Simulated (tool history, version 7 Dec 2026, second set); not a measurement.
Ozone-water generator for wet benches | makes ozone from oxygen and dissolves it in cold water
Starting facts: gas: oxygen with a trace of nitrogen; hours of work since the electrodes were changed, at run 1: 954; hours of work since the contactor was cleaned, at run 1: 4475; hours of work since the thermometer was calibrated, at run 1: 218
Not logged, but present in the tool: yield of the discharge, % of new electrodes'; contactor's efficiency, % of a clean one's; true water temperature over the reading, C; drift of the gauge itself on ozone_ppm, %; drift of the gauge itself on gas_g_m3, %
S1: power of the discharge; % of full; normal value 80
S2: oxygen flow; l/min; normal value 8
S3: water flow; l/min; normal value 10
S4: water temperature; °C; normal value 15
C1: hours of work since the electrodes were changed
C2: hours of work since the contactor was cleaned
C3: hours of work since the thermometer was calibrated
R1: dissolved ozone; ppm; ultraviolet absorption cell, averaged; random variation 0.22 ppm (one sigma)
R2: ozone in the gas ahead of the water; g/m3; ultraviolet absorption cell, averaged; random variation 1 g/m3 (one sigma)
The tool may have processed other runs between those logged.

run,hour,S1,S2,S3,S4,C1,C2,C3,R1,R2
1,0,80,8,10,15,954,4475,218,31.9,171
2,52.4,80,8,10,15,987,4508,250,31.8,172.6
3,90.8,80,8,10,15,1011,4532,274,31.6,174.8
4,115.5,44,8,10,15,1026,4548,290,19.3,106.1
5,142.5,80,8,10,15,1043,4564,307,32.1,173.5
6,171.2,80,8,10,15,1061,4582,325,32,172.7
7,203.3,80,8,10,15,1081,4602,345,31.8,173.9
8,233.1,80,8,10,15,1100,4621,364,31.8,173.9
9,259.2,80,8,10,15,1116,4637,380,32.1,173.1
10,313.3,80,8,10,15,1150,4671,414,31.6,172.2
11,365.1,80,8,12,15,1183,4704,446,29,170.6
12,387.1,80,8,12,15,1196,4718,460,29.2,173.4
13,414.4,80,9.47,12,15,1213,4735,477,28.5,160.1
14,446.4,80,8,10,15,1233,4755,497,31.6,171.9
15,468.3,80,8,10,14,1247,4768,511,32.4,173
16,495.9,80,8,10,14,1264,4786,528,32.4,174
17,533.4,80,8,10,14,1288,4809,551,32,172.9
18,584,80,8,10,14,1320,4841,583,32.1,172
19,636,80,8,9,18,1352,4873,616,30.5,171.3
20,662.9,85,11.17,10,15,1369,4890,632,31.3,156.8
21,697.7,85,11.17,10,15,1391,4912,654,31.1,156.9
22,731.4,97,8,10,8,1412,4933,675,43,201.8
23,781.7,80,8,15,21,1443,4964,707,22.8,170.4
24,806.3,65,6.21,12,16,1459,4980,722,24,159.5
25,852.6,65,6.21,12,16,1488,5009,751,24.2,160.8
26,902.2,57,5.41,13,12,1519,5040,782,22,151.4
27,930.9,87,8,10,15,1537,5058,800,33.4,183.6
28,960.7,87,8,10,15,1555,5076,819,33.2,182
29,1007.7,87,9.1,10,15,1585,5106,848,33,173.5
30,1046.3,60,9.1,10,15,1609,5130,872,24.4,128
31,1074.8,60,9.1,10,15,1627,5148,890,24.4,128.3
32,1125.6,68,9.1,9,16,1658,5180,922,27.5,140.9
33,1154.3,97,8.5,10,20,1676,5198,940,31.8,194.9

Results for each run, recomputed without the tool's hidden state and with each run's random variation untouched:
run,R1,R2
1,33.4,175.2
2,33.3,176.9
3,33.2,179.3
4,20,107.7
5,33.7,178.1
6,33.7,177.5
7,33.5,178.8
8,33.5,178.9
9,33.8,178.2
10,33.4,177.4
11,30.7,175.9
12,30.9,178.9
13,30.2,165.3
14,33.5,177.6
15,34.4,178.8
16,34.3,179.9
17,34,178.9
18,34.1,178.1
19,32.4,177.6
20,33.4,162.9
21,33.2,163.1
22,46.1,210.8
23,24.5,177.2
24,25.5,164.9
25,25.8,166.4
26,23.4,156.2
27,35.9,192
28,35.7,190.4
29,35.6,181.7
30,26,132.5
31,25.9,132.9
32,29.4,146.7
33,34.5,205.6
